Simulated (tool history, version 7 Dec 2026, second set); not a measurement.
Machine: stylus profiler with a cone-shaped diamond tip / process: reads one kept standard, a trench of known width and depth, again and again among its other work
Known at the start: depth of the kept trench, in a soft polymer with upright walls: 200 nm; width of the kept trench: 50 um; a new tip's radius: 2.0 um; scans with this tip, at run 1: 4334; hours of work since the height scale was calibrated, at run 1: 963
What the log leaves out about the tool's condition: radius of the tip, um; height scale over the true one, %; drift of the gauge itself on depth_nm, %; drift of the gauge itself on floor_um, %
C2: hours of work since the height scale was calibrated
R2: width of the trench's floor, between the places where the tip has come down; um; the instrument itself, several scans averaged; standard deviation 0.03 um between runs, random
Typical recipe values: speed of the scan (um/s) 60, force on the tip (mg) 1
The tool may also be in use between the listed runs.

run 1 hour=0 | speed_of_the_scan_(um/s)=60 force_on_the_tip_(mg)=1 | scans_with_this_tip=4334 C2=963 | depth_of_the_trench_(nm)=202.04 R2=47.26
run 2 hour=54.2 | speed_of_the_scan_(um/s)=60 force_on_the_tip_(mg)=1 | scans_with_this_tip=4469 C2=993 | depth_of_the_trench_(nm)=202.09 R2=47.23
run 3 hour=101.4 | speed_of_the_scan_(um/s)=60 force_on_the_tip_(mg)=1 | scans_with_this_tip=4586 C2=1019 | depth_of_the_trench_(nm)=202.07 R2=47.22
run 4 hour=145.9 | speed_of_the_scan_(um/s)=60 force_on_the_tip_(mg)=1 | scans_with_this_tip=4697 C2=1044 | depth_of_the_trench_(nm)=202.11 R2=47.22
run 5 hour=177.7 | speed_of_the_scan_(um/s)=60 force_on_the_tip_(mg)=0.46 | scans_with_this_tip=4776 C2=1061 | depth_of_the_trench_(nm)=201.38 R2=46.94
run 6 hour=206 | speed_of_the_scan_(um/s)=60 force_on_the_tip_(mg)=1 | scans_with_this_tip=4846 C2=1077 | depth_of_the_trench_(nm)=202.09 R2=47.17
run 7 hour=240.1 | speed_of_the_scan_(um/s)=60 force_on_the_tip_(mg)=0.85 | scans_with_this_tip=4931 C2=1096 | depth_of_the_trench_(nm)=201.93 R2=47.16
run 8 hour=266.6 | speed_of_the_scan_(um/s)=60 force_on_the_tip_(mg)=0.85 | scans_with_this_tip=4997 C2=1110 | depth_of_the_trench_(nm)=201.89 R2=47.17
run 9 hour=313.7 | speed_of_the_scan_(um/s)=109 force_on_the_tip_(mg)=0.81 | scans_with_this_tip=5114 C2=1136 | depth_of_the_trench_(nm)=201.87 R2=46.57
run 10 hour=341.3 | speed_of_the_scan_(um/s)=109 force_on_the_tip_(mg)=0.81 | scans_with_this_tip=5183 C2=1152 | depth_of_the_trench_(nm)=201.92 R2=46.61
-- hour=346.9 height scale calibrated on a step standard
run 11 hour=370.6 | speed_of_the_scan_(um/s)=109 force_on_the_tip_(mg)=0.81 | scans_with_this_tip=5254 C2=13 | depth_of_the_trench_(nm)=202.08 R2=46.58
run 12 hour=409.2 | speed_of_the_scan_(um/s)=175 force_on_the_tip_(mg)=0.44 | scans_with_this_tip=5350 C2=34 | depth_of_the_trench_(nm)=201.6 R2=45.16
run 13 hour=457.6 | speed_of_the_scan_(um/s)=60 force_on_the_tip_(mg)=0.44 | scans_with_this_tip=5471 C2=61 | depth_of_the_trench_(nm)=201.62 R2=46.84
-- hour=464.9 height scale calibrated on a step standard, once more
run 14 hour=496 | speed_of_the_scan_(um/s)=35 force_on_the_tip_(mg)=1.47 | scans_with_this_tip=5565 C2=17 | depth_of_the_trench_(nm)=202.27 R2=47.49
run 15 hour=541.8 | speed_of_the_scan_(um/s)=60 force_on_the_tip_(mg)=2.11 | scans_with_this_tip=5679 C2=43 | depth_of_the_trench_(nm)=202.9 R2=47.31

Forecast each of these 3 alternatives for the next run:
run A hour=580.9 | speed_of_the_scan_(um/s)=49 force_on_the_tip_(mg)=2.11 | scans_with_this_tip=5776 C2=64 | depth_of_the_trench_(nm)=? R2=?
run B hour=580.9 | speed_of_the_scan_(um/s)=149 force_on_the_tip_(mg)=0.52 | scans_with_this_tip=5776 C2=64 | depth_of_the_trench_(nm)=? R2=?
run C hour=580.9 | speed_of_the_scan_(um/s)=161 force_on_the_tip_(mg)=2.11 | scans_with_this_tip=5776 C2=64 | depth_of_the_trench_(nm)=? R2=?

run=A depth_of_the_trench_(nm)=202.9 R2=47.4
run=B depth_of_the_trench_(nm)=201.14 R2=45.67
run=C depth_of_the_trench_(nm)=202.85 R2=46.58
Had the tool no hidden state, the same runs would have come out as:
run=A depth_of_the_trench_(nm)=202.89 R2=47.94
run=B depth_of_the_trench_(nm)=201.13 R2=46.21
run=C depth_of_the_trench_(nm)=202.83 R2=47.12
